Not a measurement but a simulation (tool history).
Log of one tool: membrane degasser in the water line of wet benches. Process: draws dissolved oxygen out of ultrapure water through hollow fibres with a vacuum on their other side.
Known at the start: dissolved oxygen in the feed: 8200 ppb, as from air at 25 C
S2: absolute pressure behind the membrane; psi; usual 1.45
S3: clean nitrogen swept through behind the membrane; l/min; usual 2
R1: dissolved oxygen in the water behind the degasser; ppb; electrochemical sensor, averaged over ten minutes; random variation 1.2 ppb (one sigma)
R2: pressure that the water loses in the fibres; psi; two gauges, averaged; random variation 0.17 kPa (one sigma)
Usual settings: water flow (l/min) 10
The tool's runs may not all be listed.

run 1 hour=0 | water_flow_(l/min)=10 S2=1.45 S3=2 | R1=141.4 R2=3.994
run 2 hour=117.8 | water_flow_(l/min)=10 S2=1.45 S3=2 | R1=141.7 R2=4.022
run 3 hour=304.5 | water_flow_(l/min)=10 S2=1.45 S3=2 | R1=141.5 R2=4.035
run 4 hour=467.2 | water_flow_(l/min)=10 S2=1.45 S3=2 | R1=143.3 R2=4.015
run 5 hour=627.1 | water_flow_(l/min)=10 S2=1.45 S3=2.28 | R1=134.8 R2=4.087
run 6 hour=726.2 | water_flow_(l/min)=10 S2=1.45 S3=1.19 | R1=207.9 R2=4.102
run 7 hour=866.5 | water_flow_(l/min)=10 S2=1.45 S3=1.27 | R1=196.6 R2=4.06
run 8 hour=1063 | water_flow_(l/min)=10 S2=1.45 S3=1.27 | R1=197.1 R2=4.06
run 9 hour=1162.8 | water_flow_(l/min)=10 S2=1.45 S3=1.27 | R1=199.8 R2=4.121
run 10 hour=1283.5 | water_flow_(l/min)=10 S2=1.45 S3=1.27 | R1=203.9 R2=4.09
run 11 hour=1402.4 | water_flow_(l/min)=10 S2=1.45 S3=1.27 | R1=202.9 R2=4.094
run 12 hour=1510 | water_flow_(l/min)=10 S2=1.45 S3=1.27 | R1=202.4 R2=4.155
-- hour=1613.7 seals of the vacuum lines changed
run 13 hour=1654.1 | water_flow_(l/min)=10 S2=1.45 S3=1.27 | R1=191.1 R2=4.074
run 14 hour=1842.9 | water_flow_(l/min)=10 S2=2.22 S3=2 | R1=203.1 R2=4.064
run 15 hour=1999.7 | water_flow_(l/min)=10 S2=1.68 S3=2 | R1=158.3 R2=4.1
run 16 hour=2091.1 | water_flow_(l/min)=9 S2=1.45 S3=2.79 | R1=96.6 R2=3.68
run 17 hour=2251 | water_flow_(l/min)=10 S2=1.45 S3=2.78 | R1=118.3 R2=4.092
run 18 hour=2356.1 | water_flow_(l/min)=11 S2=2.06 S3=1.5 | R1=274.6 R2=4.518
run 19 hour=2493.3 | water_flow_(l/min)=11 S2=2.06 S3=1.5 | R1=276.5 R2=4.509
run 20 hour=2678.1 | water_flow_(l/min)=10 S2=3.32 S3=2 | R1=295.8 R2=4.089
run 21 hour=2801.3 | water_flow_(l/min)=10 S2=3.32 S3=2 | R1=303.3 R2=4.123
run 22 hour=2919.8 | water_flow_(l/min)=10 S2=0.9 S3=3.47 | R1=82.2 R2=4.176
run 23 hour=3076.8 | water_flow_(l/min)=10 S2=0.9 S3=3.47 | R1=81.7 R2=4.145
-- hour=3124 membrane cartridge changed
run 24 hour=3242.8 | water_flow_(l/min)=8 S2=2.03 S3=2.06 | R1=133 R2=3.088
run 25 hour=3348.2 | water_flow_(l/min)=8 S2=2.03 S3=2.06 | R1=132.4 R2=3.094
run 26 hour=3449.7 | water_flow_(l/min)=6 S2=1.45 S3=2 | R1=65.9 R2=2.309
run 27 hour=3547.1 | water_flow_(l/min)=6 S2=2.02 S3=1.11 | R1=167.2 R2=2.338
run 28 hour=3670.7 | water_flow_(l/min)=8 S2=2.02 S3=1.32 | R1=196.3 R2=3.095

Forecast each of these 5 alternatives for the next run:
run A hour=3841.4 | water_flow_(l/min)=10 S2=1.64 S3=4.29 | R1=? R2=?
run B hour=3841.4 | water_flow_(l/min)=14 S2=1.45 S3=3.51 | R1=? R2=?
run C hour=3841.4 | water_flow_(l/min)=15 S2=1.12 S3=1.32 | R1=? R2=?
run D hour=3841.4 | water_flow_(l/min)=7 S2=2.02 S3=3.63 | R1=? R2=?
run E hour=3841.4 | water_flow_(l/min)=7 S2=3.61 S3=2.03 | R1=? R2=?

run=A R1=92.7 R2=3.865
run=B R1=186.7 R2=5.429
run=C R1=279.8 R2=5.868
run=D R1=69.8 R2=2.712
run=E R1=207.6 R2=2.712
Without the tool's hidden state the same runs would have given:
run=A R1=82 R2=3.843
run=B R1=169.6 R2=5.397
run=C R1=241.4 R2=5.835
run=D R1=59.8 R2=2.696
run=E R1=185.9 R2=2.696
